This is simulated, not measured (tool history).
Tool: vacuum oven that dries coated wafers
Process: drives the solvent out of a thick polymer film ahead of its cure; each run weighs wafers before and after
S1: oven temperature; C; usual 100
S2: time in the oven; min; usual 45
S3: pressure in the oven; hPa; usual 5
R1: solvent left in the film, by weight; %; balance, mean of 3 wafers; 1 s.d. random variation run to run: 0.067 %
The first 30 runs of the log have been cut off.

run	hour	S1	S2	S3	R1
# hour 1977.6: vacuum gauge cleaned of residue and calibrated
31	2012.9	106	49	6.1	2.77
32	2094.2	106	49	6.1	2.81
33	2186.7	110	42	19.51	4.07
34	2244.3	110	42	19.51	4.16
35	2311.3	103	54	10.08	3.79
36	2358.7	115	43	17.32	2.8
37	2407	105	37	5	4.48
38	2449.7	94	50	3.53	6.07
39	2511.1	94	50	3.53	6.13
40	2583.5	94	50	3.53	6.15
41	2677.7	112	62	8.31	1.67
42	2784.2	110	26	3.52	5.19
43	2851.5	110	26	3.52	5.37
44	2945.6	110	32	19.55	5.75
45	3022	101	32	2.89	6.9
46	3100.3	86	27	2.6	12.55

Here are 4 independent what-if runs from the current tool condition. What would each one return?
A	3161.3	101	24	5	?
B	3161.3	86	27	3.07	?
C	3161.3	111	30	4.54	?
D	3161.3	100	73	5	?

run	R1
A	9.04
B	12.44
C	4.52
D	3.1
Stripped of hidden state, with their random variation kept, the same runs would have yielded:
run	R1
A	7.96
B	11.41
C	3.57
D	2.12

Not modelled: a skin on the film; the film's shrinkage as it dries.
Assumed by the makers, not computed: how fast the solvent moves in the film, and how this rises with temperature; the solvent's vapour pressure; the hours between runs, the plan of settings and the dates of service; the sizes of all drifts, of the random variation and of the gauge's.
